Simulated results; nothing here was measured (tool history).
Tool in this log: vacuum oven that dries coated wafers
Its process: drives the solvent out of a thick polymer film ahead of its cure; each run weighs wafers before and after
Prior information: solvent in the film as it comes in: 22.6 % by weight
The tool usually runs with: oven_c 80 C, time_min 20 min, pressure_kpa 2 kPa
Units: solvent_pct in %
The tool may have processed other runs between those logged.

| run | hour | oven_c | time_min | pressure_kpa | solvent_pct |
|---|---|---|---|---|---|
| 1 | 0 | 80 | 20 | 2 | 5.02 |
| 2 | 23.2 | 80 | 20 | 2 | 5.13 |
| 3 | 57.8 | 80 | 20 | 2 | 5.15 |
| 4 | 84.7 | 80 | 20 | 2 | 5.21 |
| 5 | 105.6 | 80 | 20 | 6.07 | 8.2 |
| 6 | 143.8 | 69 | 20 | 2 | 8.79 |
| 7 | 170.2 | 69 | 20 | 2 | 8.72 |
| 8 | 203.9 | 69 | 20 | 1.63 | 8.23 |
| 9 | 232.6 | 69 | 20 | 1.63 | 8.36 |
| 10 | 266.8 | 69 | 18 | 1.63 | 9.04 |
| 11 | 286.4 | 69 | 18 | 1.63 | 9.01 |
| 12 | 303.2 | 69 | 18 | 1.63 | 9.21 |
| 13 | 342.9 | 80 | 11 | 2 | 8.83 |
| 14 | 363.4 | 68 | 12 | 7.16 | 16.36 |
| 15 | 391.7 | 68 | 12 | 7.16 | 16.17 |
| 16 | 427.5 | 78 | 14 | 2 | 7.67 |
| 17 | 447.2 | 78 | 14 | 2 | 7.8 |
| 18 | 478 | 90 | 13 | 7.91 | 7.8 |
| 19 | 512.8 | 80 | 27 | 2 | 3.7 |
| 20 | 533.9 | 80 | 27 | 2 | 3.76 |
| 21 | 557.8 | 80 | 19 | 4.06 | 7.05 |
| 22 | 594.5 | 80 | 19 | 4.06 | 7.11 |
| 23 | 626.5 | 95 | 19 | 4.23 | 3.09 |
| 24 | 655.5 | 85 | 18 | 1.95 | 4.37 |
| 25 | 680.9 | 85 | 31 | 1.18 | 1.74 |
| 26 | 714.6 | 85 | 31 | 1.18 | 1.7 |

Alternative continuations, all from the tool just after run 26; predict every row:
| A | 752.3 | 80 | 20 | 2.16 | ? |
| B | 752.3 | 80 | 20 | 1.31 | ? |
| C | 752.3 | 83 | 31 | 1.79 | ? |

| run | solvent_pct |
|---|---|
| A | 5.43 |
| B | 4.74 |
| C | 2.48 |
Stripped of hidden state, with their random variation kept, the same runs would have yielded:
| run | solvent_pct |
|---|---|
| A | 4.66 |
| B | 4.02 |
| C | 2.02 |

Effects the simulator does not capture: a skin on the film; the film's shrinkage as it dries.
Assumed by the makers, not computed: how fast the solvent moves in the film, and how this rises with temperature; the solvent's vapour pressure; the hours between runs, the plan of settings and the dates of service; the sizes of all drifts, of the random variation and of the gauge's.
